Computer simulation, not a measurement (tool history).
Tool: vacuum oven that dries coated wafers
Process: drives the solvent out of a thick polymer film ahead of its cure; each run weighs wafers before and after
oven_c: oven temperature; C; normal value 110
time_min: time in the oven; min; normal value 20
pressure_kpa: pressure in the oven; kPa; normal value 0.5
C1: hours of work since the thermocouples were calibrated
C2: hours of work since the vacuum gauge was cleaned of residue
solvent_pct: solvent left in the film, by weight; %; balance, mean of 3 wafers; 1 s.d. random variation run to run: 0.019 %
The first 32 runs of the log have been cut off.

{"run": 33, "day": 48.275, "oven_c": 113, "time_min": 17, "pressure_kpa": 0.264, "C1": 701, "C2": 1926, "solvent_pct": 2.65}
{"run": 34, "day": 50.188, "oven_c": 107, "time_min": 22, "pressure_kpa": 0.842, "C1": 732, "C2": 1958, "solvent_pct": 3.26}
{"run": 35, "day": 51.729, "oven_c": 116, "time_min": 19, "pressure_kpa": 0.5, "C1": 758, "C2": 1983, "solvent_pct": 1.88}
{"run": 36, "day": 52.679, "oven_c": 102, "time_min": 26, "pressure_kpa": 1.091, "C1": 773, "C2": 1999, "solvent_pct": 3.94}
{"day": 52.896, "done": "oven's thermocouples calibrated"}
{"run": 37, "day": 54.7, "oven_c": 112, "time_min": 12, "pressure_kpa": 0.287, "C1": 30, "C2": 2031, "solvent_pct": 4.54}
{"run": 38, "day": 55.942, "oven_c": 112, "time_min": 12, "pressure_kpa": 0.287, "C1": 50, "C2": 2051, "solvent_pct": 4.52}
{"run": 39, "day": 57.108, "oven_c": 112, "time_min": 12, "pressure_kpa": 0.287, "C1": 69, "C2": 2070, "solvent_pct": 4.48}
{"run": 40, "day": 58.571, "oven_c": 112, "time_min": 12, "pressure_kpa": 0.287, "C1": 93, "C2": 2095, "solvent_pct": 4.5}
{"run": 41, "day": 59.646, "oven_c": 110, "time_min": 28, "pressure_kpa": 0.263, "C1": 111, "C2": 2112, "solvent_pct": 1.77}
{"run": 42, "day": 60.592, "oven_c": 122, "time_min": 26, "pressure_kpa": 0.695, "C1": 127, "C2": 2128, "solvent_pct": 0.8}
{"run": 43, "day": 62.025, "oven_c": 122, "time_min": 17, "pressure_kpa": 0.387, "C1": 150, "C2": 2151, "solvent_pct": 1.37}

Alternative continuations, all from the tool just after run 43; predict every row:
{"run": "A", "day": 63.079, "oven_c": 122, "time_min": 11, "pressure_kpa": 0.933, "C1": 168, "C2": 2169, "solvent_pct": "?"}
{"run": "B", "day": 63.079, "oven_c": 122, "time_min": 14, "pressure_kpa": 0.283, "C1": 168, "C2": 2169, "solvent_pct": "?"}
{"run": "C", "day": 63.079, "oven_c": 110, "time_min": 16, "pressure_kpa": 1.964, "C1": 168, "C2": 2169, "solvent_pct": "?"}
{"run": "D", "day": 63.079, "oven_c": 122, "time_min": 20, "pressure_kpa": 0.5, "C1": 168, "C2": 2169, "solvent_pct": "?"}
{"run": "E", "day": 63.079, "oven_c": 100, "time_min": 17, "pressure_kpa": 1.036, "C1": 168, "C2": 2169, "solvent_pct": "?"}

run=A solvent_pct=2.85
run=B solvent_pct=1.88
run=C solvent_pct=4.43
run=D solvent_pct=1.09
run=E solvent_pct=6.21
With no hidden state in the tool, these same runs would have given:
run=A solvent_pct=2.72
run=B solvent_pct=1.71
run=C solvent_pct=4.24
run=D solvent_pct=0.87
run=E solvent_pct=5.97

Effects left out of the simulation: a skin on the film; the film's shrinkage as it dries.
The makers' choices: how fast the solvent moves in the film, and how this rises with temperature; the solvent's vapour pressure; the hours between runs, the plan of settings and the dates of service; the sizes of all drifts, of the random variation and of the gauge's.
